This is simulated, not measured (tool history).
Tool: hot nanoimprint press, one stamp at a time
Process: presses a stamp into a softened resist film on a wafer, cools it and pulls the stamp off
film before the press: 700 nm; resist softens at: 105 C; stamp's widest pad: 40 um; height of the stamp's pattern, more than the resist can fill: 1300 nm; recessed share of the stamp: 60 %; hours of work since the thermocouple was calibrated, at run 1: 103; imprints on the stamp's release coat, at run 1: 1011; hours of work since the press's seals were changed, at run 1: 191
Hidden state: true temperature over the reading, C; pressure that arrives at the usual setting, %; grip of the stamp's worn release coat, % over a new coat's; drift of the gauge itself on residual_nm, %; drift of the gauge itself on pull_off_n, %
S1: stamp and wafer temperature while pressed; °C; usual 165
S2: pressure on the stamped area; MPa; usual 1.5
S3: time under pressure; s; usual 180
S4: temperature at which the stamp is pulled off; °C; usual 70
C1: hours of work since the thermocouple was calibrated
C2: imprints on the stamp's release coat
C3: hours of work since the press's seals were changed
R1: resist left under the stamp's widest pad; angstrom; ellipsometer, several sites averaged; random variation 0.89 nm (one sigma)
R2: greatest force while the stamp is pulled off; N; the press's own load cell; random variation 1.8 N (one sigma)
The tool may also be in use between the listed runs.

| run | hour | S1 | S2 | S3 | S4 | C1 | C2 | C3 | R1 | R2 |
|---|---|---|---|---|---|---|---|---|---|---|
| 1 | 0 | 165 | 1.5 | 180 | 70 | 103 | 1011 | 191 | 3152 | 168 |
|  | 70.7 | stamp cleaned and given a new release coat |
| 2 | 92.4 | 165 | 1.5 | 180 | 70 | 146 | 75 | 234 | 3176 | 171 |
| 3 | 184.5 | 165 | 1.5 | 180 | 58 | 192 | 390 | 280 | 3167 | 226 |
| 4 | 228.8 | 165 | 1.5 | 180 | 58 | 214 | 542 | 302 | 3170 | 226 |
| 5 | 305.6 | 165 | 1.5 | 180 | 58 | 252 | 805 | 340 | 3159 | 226 |
| 6 | 395.6 | 165 | 1.5 | 180 | 58 | 297 | 1113 | 385 | 3178 | 226 |
|  | 429.9 | stamp cleaned and given a new release coat |
| 7 | 472.6 | 165 | 1.5 | 180 | 70 | 332 | 147 | 420 | 3168 | 173 |
| 8 | 535.4 | 165 | 1.5 | 180 | 70 | 364 | 362 | 452 | 3159 | 166 |
| 9 | 613.5 | 165 | 1.41 | 180 | 70 | 403 | 629 | 491 | 3264 | 170 |
| 10 | 683.8 | 165 | 1.41 | 180 | 70 | 438 | 870 | 526 | 3248 | 169 |
| 11 | 761.1 | 165 | 1.41 | 180 | 70 | 476 | 1135 | 564 | 3262 | 169 |
|  | 792.6 | stamp cleaned and given a new release coat |
| 12 | 853.8 | 165 | 1.41 | 180 | 70 | 519 | 210 | 607 | 3270 | 171 |
| 13 | 920 | 165 | 1.41 | 180 | 70 | 552 | 437 | 640 | 3266 | 173 |
| 14 | 986.2 | 165 | 1.41 | 180 | 70 | 585 | 664 | 673 | 3254 | 169 |
|  | 1017.4 | plate thermocouple calibrated |
| 15 | 1038.9 | 165 | 1.41 | 180 | 70 | 11 | 834 | 698 | 3243 | 167 |
| 16 | 1101.7 | 173 | 1.36 | 180 | 75 | 42 | 1049 | 729 | 2081 | 143 |
|  | 1161 | stamp cleaned and given a new release coat |
| 17 | 1177.4 | 173 | 1.36 | 180 | 75 | 77 | 56 | 764 | 2078 | 142 |
| 18 | 1225.7 | 173 | 1.36 | 180 | 75 | 101 | 222 | 788 | 2076 | 143 |
| 19 | 1313.1 | 173 | 1.36 | 180 | 75 | 144 | 521 | 831 | 2074 | 150 |
| 20 | 1396.6 | 169 | 1 | 175 | 72 | 186 | 807 | 873 | 3103 | 158 |
| 21 | 1442.4 | 158 | 1.88 | 180 | 70 | 209 | 964 | 896 | 4290 | 172 |
|  | 1523.7 | stamp cleaned and given a new release coat |
| 22 | 1536.6 | 164 | 1.5 | 293 | 70 | 253 | 44 | 940 | 2823 | 168 |
| 23 | 1589.8 | 165 | 1.47 | 180 | 70 | 279 | 226 | 966 | 3191 | 169 |
| 24 | 1640.8 | 165 | 1.47 | 180 | 70 | 304 | 401 | 992 | 3195 | 169 |
| 25 | 1713.8 | 165 | 1.5 | 178 | 67 | 341 | 651 | 1028 | 3174 | 186 |
| 26 | 1766.2 | 165 | 1.5 | 178 | 63 | 367 | 831 | 1054 | 3173 | 202 |
| 27 | 1826.7 | 166 | 1.5 | 180 | 70 | 397 | 1038 | 1084 | 2967 | 168 |
|  | 1888.7 | stamp cleaned and given a new release coat |
| 28 | 1909.7 | 165 | 2.39 | 180 | 70 | 435 | 72 | 1123 | 2481 | 167 |
|  | 1932.5 | press's hydraulic seals changed and the load cell set to zero |
| 29 | 1980.6 | 166 | 1.59 | 184 | 64 | 467 | 288 | 24 | 2861 | 194 |

Forecast each of these 3 alternatives for the next run:
| A | 2026.8 | 166 | 1.17 | 155 | 64 | 490 | 446 | 47 | ? | ? |
| B | 2026.8 | 159 | 1.5 | 91 | 70 | 490 | 446 | 47 | ? | ? |
| C | 2026.8 | 161 | 1.5 | 180 | 70 | 490 | 446 | 47 | ? | ? |

| run | R1 | R2 |
|---|---|---|
| A | 3566 | 198 |
| B | 5244 | 167 |
| C | 3984 | 168 |
Without the tool's hidden state the same runs would have given:
| run | R1 | R2 |
|---|---|---|
| A | 3573 | 198 |
| B | 5251 | 167 |
| C | 3992 | 168 |
